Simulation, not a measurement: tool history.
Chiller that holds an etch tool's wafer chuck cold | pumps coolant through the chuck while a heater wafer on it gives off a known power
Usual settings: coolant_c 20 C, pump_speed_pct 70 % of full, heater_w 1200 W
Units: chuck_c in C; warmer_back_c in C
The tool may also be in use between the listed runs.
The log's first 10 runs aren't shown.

run    hour  coolant_c  pump_speed_pct  heater_w  chuck_c  warmer_back_c
 11   564.1         20              69      1200     36.9           6.33
 12   609.9         15              70      1200     31.6            6.3
 13   658.8         20              94      1200     33.1            4.5
 14   694.1         20              75      1200     35.7           5.86
 15   747.7         20              75      1200     35.7           5.79
 16     811         20              75      1200     35.8           5.77
 17   849.2         17              71       638     25.8           3.28
 18   916.7         17              71       638     25.8            3.3
 19   957.5         22              87      1362     37.8           5.54
 20  1025.2         20              61      1200     38.7           7.35
 21  1064.5         20              61      1200     38.4           7.32
 22  1118.9         20              90      1200     33.3           4.76
 23    1180         26              70      1233     43.2           6.45
 24  1249.6         14              71       914     26.5           4.71
 25  1326.5         14             100       914     23.6           3.26
 26  1399.7         23              79       801       33            3.7
 27    1433         27              70       810     38.1           4.23
 28  1503.9         27              70       810     38.2           4.21
 29  1541.9         10              81       651       18           2.95
 30  1615.2         17              81      1643     37.1           7.28
 31  1665.9         29              70      1200     45.7           6.26

Forecast each of these 3 alternatives for the next run:
  A  1734.1         13              70      1200        ?              ?
  B  1734.1         20              80      1200        ?              ?
  C  1734.1         16              70       837        ?              ?

run  chuck_c  warmer_back_c
  A     29.7           6.27
  B     34.9           5.43
  C     27.4           4.41
Without the tool's hidden state the same runs would have given:
run  chuck_c  warmer_back_c
  A     29.7           6.26
  B     34.9           5.43
  C     27.4           4.41

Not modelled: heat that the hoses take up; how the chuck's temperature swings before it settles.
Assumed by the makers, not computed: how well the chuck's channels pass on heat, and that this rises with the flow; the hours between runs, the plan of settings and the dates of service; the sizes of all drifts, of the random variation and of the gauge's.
